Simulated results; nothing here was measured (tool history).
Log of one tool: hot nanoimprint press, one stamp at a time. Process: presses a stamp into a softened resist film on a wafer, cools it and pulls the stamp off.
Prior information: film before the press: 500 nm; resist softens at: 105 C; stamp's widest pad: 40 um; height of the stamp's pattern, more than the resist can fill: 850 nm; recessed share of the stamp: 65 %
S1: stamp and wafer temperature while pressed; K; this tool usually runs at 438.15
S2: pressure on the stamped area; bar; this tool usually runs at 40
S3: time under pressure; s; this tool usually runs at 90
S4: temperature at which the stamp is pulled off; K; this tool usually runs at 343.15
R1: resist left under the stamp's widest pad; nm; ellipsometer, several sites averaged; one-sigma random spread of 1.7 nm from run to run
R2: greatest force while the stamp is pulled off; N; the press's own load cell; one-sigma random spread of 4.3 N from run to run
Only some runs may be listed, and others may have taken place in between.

run    hour      S1    S2   S3      S4     R1   R2
  1       0  438.15    40   90  343.15  277.2  232
  2    91.4  438.15    40   90  347.15    279  224
  3   171.3  438.15    40   62  347.15  312.2  224
  4     221  438.15    40   62  347.15  314.5  224
      268.5  -- stamp cleaned and given a new release coat
  5   328.5  438.15    40   62  347.15  315.3  198
  6   403.3  438.15    40   90  343.15  286.2  221
  7   468.5  438.15    40   90  343.15  284.3  235
      561.9  -- plate thermocouple calibrated
  8   562.2  438.15    40   90  338.15  282.1  246
  9   620.3  438.15    40   90  338.15  285.2  267
      673.7  -- stamp cleaned and given a new release coat
 10   725.1  438.15    40   94  343.15  281.5  218
 11   792.7  438.15    40   90  334.15  285.6  265
 12     875  439.15    40   60  349.15  312.6  199
      983.6  -- press's hydraulic seals changed and the load cell set to zero
 13   986.3  439.15    40  133  349.15  232.6  211
 14  1062.8  439.15  28.3   81  338.15  316.8  269
     1084.9  -- stamp cleaned and given a new release coat
 15  1166.2  438.15  48.8   61  343.15  283.3  219
 16    1253  438.15  48.8   61  343.15  283.6  221
     1282.6  -- plate thermocouple calibrated
 17    1340  438.15  42.9  162  343.15    217  233
 18  1385.9  440.15  40.9   90  339.15  252.6  251
 19  1477.7  440.15  40.9   90  339.15  256.2  261

Measured result minus the same run's result without the hidden state. Both carry the same run-to-run variation, though not necessarily the same gauge scatter:
Hidden state at play: true temperature over the reading, C; pressure that arrives at the usual setting, %; grip of the stamp's worn release coat, % over a new coat's; drift of the gauge itself on residual_nm, %; drift of the gauge itself on pull_off_n, %.
run     R1   R2
  1    +10  +13
  2  +11.7  +21
  3  +13.2  +28
  4  +14.2  +32
  5    +16   +7
  6  +17.2  +14
  7  +18.3  +21
  8  +12.7  +27
  9  +13.8  +35
 10  +15.4   +6
 11  +16.6  +13
 12  +18.4  +17
 13   +3.8  +26
 14   +5.3  +39
 15   +7.7  +10
 16   +9.2  +17
 17   +3.5  +23
 18   +4.3  +29
 19     +6  +38
